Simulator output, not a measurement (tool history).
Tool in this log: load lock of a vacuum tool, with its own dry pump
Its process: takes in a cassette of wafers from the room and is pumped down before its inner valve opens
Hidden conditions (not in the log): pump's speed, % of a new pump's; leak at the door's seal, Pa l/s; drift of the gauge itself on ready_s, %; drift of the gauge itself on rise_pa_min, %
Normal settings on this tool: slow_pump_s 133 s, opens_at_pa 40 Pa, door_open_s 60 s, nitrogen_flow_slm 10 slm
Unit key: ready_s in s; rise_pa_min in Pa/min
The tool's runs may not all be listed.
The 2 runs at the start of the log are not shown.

| run | hour | slow_pump_s | opens_at_pa | door_open_s | nitrogen_flow_slm | hours that the pump has run since its overhaul | times that the door has closed on its seal | incoming humidity of the room's air, % | ready_s | rise_pa_min |
|---|---|---|---|---|---|---|---|---|---|---|
| 3 | 209.4 | 133 | 40 | 60 | 10 | 7985 | 7211 | 45.4 | 213.0 | 0.076 |
| 4 | 272.5 | 133 | 40 | 60 | 7 | 8048 | 7289 | 45.1 | 214.2 | 0.079 |
| 5 | 414.1 | 133 | 40 | 60 | 30 | 8190 | 7465 | 44.5 | 212.3 | 0.066 |
| 6 | 514.6 | 133 | 40 | 60 | 10 | 8291 | 7590 | 49.0 | 214.5 | 0.083 |
| 7 | 611.9 | 133 | 40 | 60 | 10 | 8388 | 7710 | 46.5 | 214.1 | 0.072 |
| 8 | 679.6 | 133 | 40 | 60 | 10 | 8456 | 7794 | 44.9 | 213.1 | 0.081 |
| 9 | 825.5 | 133 | 40 | 60 | 10 | 8601 | 7976 | 45.4 | 213.7 | 0.078 |
| 10 | 928.1 | 133 | 40 | 60 | 10 | 8704 | 8103 | 43.5 | 212.0 | 0.076 |
| 11 | 995.6 | 133 | 40 | 80 | 10 | 8772 | 8187 | 45.5 | 213.6 | 0.093 |
| 12 | 1077.4 | 133 | 40 | 93 | 10 | 8853 | 8288 | 41.6 | 215.0 | 0.089 |
| 13 | 1218.0 | 133 | 40 | 93 | 10 | 8994 | 8463 | 45.8 | 212.9 | 0.097 |
| 14 | 1299.9 | 133 | 40 | 60 | 10 | 9076 | 8565 | 45.7 | 215.5 | 0.084 |
| 15 | 1416.5 | 133 | 40 | 60 | 10 | 9192 | 8709 | 42.5 | 211.5 | 0.083 |
| 16 | 1522.2 | 133 | 40 | 60 | 44 | 9298 | 8841 | 43.3 | 214.8 | 0.068 |
| 17 | 1634.1 | 133 | 40 | 60 | 44 | 9410 | 8980 | 52.6 | 213.3 | 0.073 |
| 18 | 1777.2 | 133 | 40 | 60 | 21 | 9553 | 9157 | 45.4 | 212.9 | 0.084 |
| 19 | 1893.3 | 133 | 40 | 60 | 21 | 9669 | 9301 | 43.4 | 213.1 | 0.073 |
| 20 | 1982.3 | 167 | 31 | 122 | 6 | 9758 | 9412 | 44.0 | 248.1 | 0.125 |
| 21 | 2080.5 | 133 | 78 | 60 | 5 | 9856 | 9534 | 43.2 | 205.4 | 0.094 |
| 22 | 2194.2 | 133 | 78 | 60 | 5 | 9970 | 9675 | 41.7 | 205.6 | 0.094 |
| 23 | 2300.9 | 133 | 40 | 214 | 10 | 10077 | 9807 | 42.3 | 214.9 | 0.139 |
| 24 | 2368.0 | 75 | 40 | 60 | 42 | 10144 | 9891 | 43.9 | 165.5 | 0.075 |
| 25 | 2441.1 | 75 | 40 | 60 | 42 | 10217 | 9981 | 45.4 | 165.1 | 0.084 |

What does the tool deliver on the next run?
| 26 | 2566.6 | 102 | 33 | 33 | 19 | 10343 | 10137 | 46.6 | ? | ? |

Run 26 yielded ready_s 190.2 s, rise_pa_min 0.082 Pa/min.
Without the tool's hidden state the same run would have given ready_s 184.4 s, rise_pa_min 0.018 Pa/min.
